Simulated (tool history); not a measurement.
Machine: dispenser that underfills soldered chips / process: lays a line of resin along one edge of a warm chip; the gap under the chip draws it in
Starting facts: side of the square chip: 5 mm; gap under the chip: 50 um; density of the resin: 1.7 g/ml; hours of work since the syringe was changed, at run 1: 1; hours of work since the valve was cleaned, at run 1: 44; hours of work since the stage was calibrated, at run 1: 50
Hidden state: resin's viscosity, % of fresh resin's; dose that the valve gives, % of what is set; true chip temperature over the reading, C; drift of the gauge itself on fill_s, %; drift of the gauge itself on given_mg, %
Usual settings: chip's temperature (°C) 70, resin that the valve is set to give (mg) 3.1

run    day  chip's temperature (°C)  resin that the valve is set to give (mg)  hours of work since the syringe was changed  hours of work since the valve was cleaned  hours of work since the stage was calibrated  time until the resin shows at the far edge (s)  resin that the valve gave (mg)
  1      0                       70                                       3.1                                            1                                         44                                            50                                            14.7                            3.01
  2  0.225                       70                                       3.1                                            4                                         47                                            54                                            17.7                            3.02
  3    0.5                       70                                       3.1                                            8                                         51                                            58                                            22.6                            3.02
     0.562  -- new syringe of resin
  4  0.762                       70                                       3.1                                            3                                         55                                            62                                              17                               3
  5  0.954                       69                                       3.1                                            6                                         58                                            65                                            21.1                            2.97
  6    1.1                       70                                      3.57                                            8                                         60                                            67                                            22.2                            3.44
     1.162  -- new syringe of resin
  7  1.233                       70                                       3.1                                            1                                         62                                            69                                            15.9                            2.98
  8  1.442                       70                                       3.1                                            4                                         66                                            72                                            18.4                            2.98
  9  1.592                       70                                       3.1                                            7                                         68                                            75                                            20.8                            2.97
     1.767  -- new syringe of resin
 10  1.783                       70                                       3.1                                            0                                         71                                            77                                            14.8                            2.97
 11  2.029                       70                                       3.1                                            4                                         75                                            81                                            18.1                            2.95
 12  2.158                       83                                      2.95                                            6                                         77                                            83                                            11.8                            2.82
     2.371  -- new syringe of resin
 13   2.45                       64                                       3.1                                            1                                         81                                            88                                            20.1                            2.97
 14  2.658                       64                                       3.1                                            4                                         84                                            91                                            23.5                            2.96
 15  2.808                       74                                      2.97                                            7                                         86                                            93                                            17.7                            2.81
 16  2.933                       74                                      2.97                                            9                                         88                                            95                                            19.8                            2.83
     2.971  -- new syringe of resin
 17  3.154                       74                                      2.97                                            3                                         92                                            98                                            13.6                            2.81
 18  3.433                       71                                      2.96                                            7                                         96                                           103                                            20.6                            2.78
     3.583  -- new syringe of resin
 19  3.621                       71                                      2.89                                            1                                         99                                           105                                            14.5                            2.75

Consider 5 possible next runs. They are alternatives, not a sequence: every one starts from the tool as it was left by run 19. What does each give?
  A  3.792                       71                                       3.1                                            3                                        101                                           108                                               ?                               ?
  B  3.792                       74                                      2.61                                            3                                        101                                           108                                               ?                               ?
  C  3.792                       66                                      2.91                                            3                                        101                                           108                                               ?                               ?
  D  3.792                       70                                      3.89                                            3                                        101                                           108                                               ?                               ?
  E  3.792                       58                                      3.48                                            3                                        101                                           108                                               ?                               ?

run  time until the resin shows at the far edge (s)  resin that the valve gave (mg)
  A                                            16.3                             2.9
  B                                            14.7                            2.45
  C                                            21.5                            2.73
  D                                            17.4                            3.65
  E                                            31.3                             3.3
The same runs, with their run-to-run variation unchanged, on a tool lacking any hidden condition would have given:
run  time until the resin shows at the far edge (s)  resin that the valve gave (mg)
  A                                            13.5                            3.08
  B                                            11.8                             2.6
  C                                            17.7                            2.89
  D                                            14.5                            3.88
  E                                            26.1                             3.5

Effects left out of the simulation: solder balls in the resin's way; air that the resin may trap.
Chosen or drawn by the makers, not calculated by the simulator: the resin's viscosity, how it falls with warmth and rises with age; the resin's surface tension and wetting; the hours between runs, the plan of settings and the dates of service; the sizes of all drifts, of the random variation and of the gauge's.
